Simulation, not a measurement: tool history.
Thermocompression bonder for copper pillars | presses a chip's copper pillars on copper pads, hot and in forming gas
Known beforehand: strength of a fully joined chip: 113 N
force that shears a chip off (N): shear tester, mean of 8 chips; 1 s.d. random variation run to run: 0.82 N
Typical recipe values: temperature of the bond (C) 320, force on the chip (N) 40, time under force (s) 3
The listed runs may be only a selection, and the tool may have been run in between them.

run     day  temperature of the bond (C)  force on the chip (N)  time under force (s)  force that shears a chip off (N)
  1       0                          320                     40                     3                              66.3
  2   0.667                          320                     40                     3                              66.1
      1.233  -- forming gas filter changed
  3   1.608                          320                     40                     3                              73.4
  4   2.371                          320                     40                     2                              64.8
  5   3.325                          329                     40                     3                              74.9
  6   4.512                          331                     40                     3                              75.7
  7   5.862                          331                     40                     3                              72.7
  8   6.475                          331                     40                     3                              73.8
  9   7.042                          331                     40                     6                              83.3
 10   7.658                          331                     40                     6                              82.1
      7.817  -- heater calibrated with a thermocouple chip
      8.225  -- forming gas filter changed
 11   8.571                          331                     40                     6                              90.4
 12   9.708                          313                     43                     3                              68.9
 13  10.688                          344                     29                     8                              91.7
 14    11.6                          344                     29                     8                              89.7
 15    12.3                          334                     32                     8                              85.7
 16  13.608                          320                     32                     3                              58.9
 17  14.562                          308                     32                     2                              45.8
     15.062  -- heater calibrated with a thermocouple chip, once more
     15.271  -- forming gas filter changed
 18  15.954                          327                     40                     2                              71.3
 19  16.971                          327                     40                     2                              70.2

Predict each of these 3 candidate next runs independently; none follows another, all start after run 19:
  A  18.25                          327                     44                     6                                 ?
  B  18.25                          296                     40                     3                                 ?
  C  18.25                          320                     27                     3                                 ?

run  force that shears a chip off (N)
  A                              92.5
  B                              60.8
  C                              61.2
Without the tool's unlogged condition, the same runs would have read:
run  force that shears a chip off (N)
  A                              95.7
  B                              62.2
  C                              62.6

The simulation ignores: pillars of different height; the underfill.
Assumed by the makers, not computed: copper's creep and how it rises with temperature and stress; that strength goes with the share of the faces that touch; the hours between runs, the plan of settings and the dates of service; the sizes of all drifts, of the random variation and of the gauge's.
